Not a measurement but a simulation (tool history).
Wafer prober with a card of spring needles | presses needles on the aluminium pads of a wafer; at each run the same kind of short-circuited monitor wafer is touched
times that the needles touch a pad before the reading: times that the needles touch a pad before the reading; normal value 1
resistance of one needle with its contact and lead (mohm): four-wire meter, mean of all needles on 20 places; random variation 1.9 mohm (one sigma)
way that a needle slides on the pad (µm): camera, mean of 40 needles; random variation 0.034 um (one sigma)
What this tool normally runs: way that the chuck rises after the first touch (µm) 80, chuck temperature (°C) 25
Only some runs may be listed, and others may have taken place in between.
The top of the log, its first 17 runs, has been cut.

run,hour,way that the chuck rises after the first touch (µm),chuck temperature (°C),times that the needles touch a pad before the reading,touches since the tips were cleaned,cleanings since the card got new needles,touches since the first contact's height was set,resistance of one needle with its contact and lead (mohm),way that a needle slides on the pad (µm)
# hour 126.4: tips cleaned on abrasive film
18,134.4,80,28,2,3664,16,18785,216,20.98
19,141.3,79,50,1,6815,16,21936,237,20.74
# hour 145.5: tips cleaned on abrasive film
20,146.5,62,124,2,454,17,24265,236,16.27
21,153.2,92,25,1,3519,17,27330,229,24.02
22,161.1,92,25,1,7127,17,30938,229,24.09
# hour 164.4: tips cleaned on abrasive film
23,166.3,70,25,1,845,18,33273,221,18.32
24,176.0,70,103,2,5304,18,37732,237,18.31
25,182.0,70,103,2,8031,18,40459,245,18.29
# hour 183.4: tips cleaned on abrasive film
26,190.5,91,102,3,3232,19,44304,230,23.78
27,197.6,86,102,1,6469,19,47541,253,22.44
# hour 202.6: tips cleaned on abrasive film
28,206.7,69,105,1,1879,20,51692,240,17.97
29,212.8,96,25,2,4666,20,54479,220,25.07
30,220.2,72,49,2,8017,20,57830,227,18.80
# hour 221.9: tips cleaned on abrasive film
31,230.0,72,33,2,3715,21,62293,222,18.74
32,239.5,72,33,2,8070,21,66648,228,18.79
# hour 241.0: tips cleaned on abrasive film
33,248.5,82,95,2,3401,22,70690,236,21.39
34,254.8,82,95,2,6272,22,73561,242,21.39

Each row is a separate what-if for the run after 34, all from the same tool condition, not one after another. Results?
# hour 260.0: tips cleaned on abrasive film
A,263.4,80,25,1,1532,23,77452,?,?
# hour 260.0: tips cleaned on abrasive film
B,263.4,75,105,2,1532,23,77452,?,?
# hour 260.0: tips cleaned on abrasive film
C,263.4,67,25,1,1532,23,77452,?,?

run,resistance of one needle with its contact and lead (mohm),way that a needle slides on the pad (µm)
A,222,20.85
B,233,19.50
C,229,17.44
Stripped of hidden state, with their random variation kept, the same runs would have yielded:
run,resistance of one needle with its contact and lead (mohm),way that a needle slides on the pad (µm)
A,203,21.03
B,221,19.68
C,203,17.61

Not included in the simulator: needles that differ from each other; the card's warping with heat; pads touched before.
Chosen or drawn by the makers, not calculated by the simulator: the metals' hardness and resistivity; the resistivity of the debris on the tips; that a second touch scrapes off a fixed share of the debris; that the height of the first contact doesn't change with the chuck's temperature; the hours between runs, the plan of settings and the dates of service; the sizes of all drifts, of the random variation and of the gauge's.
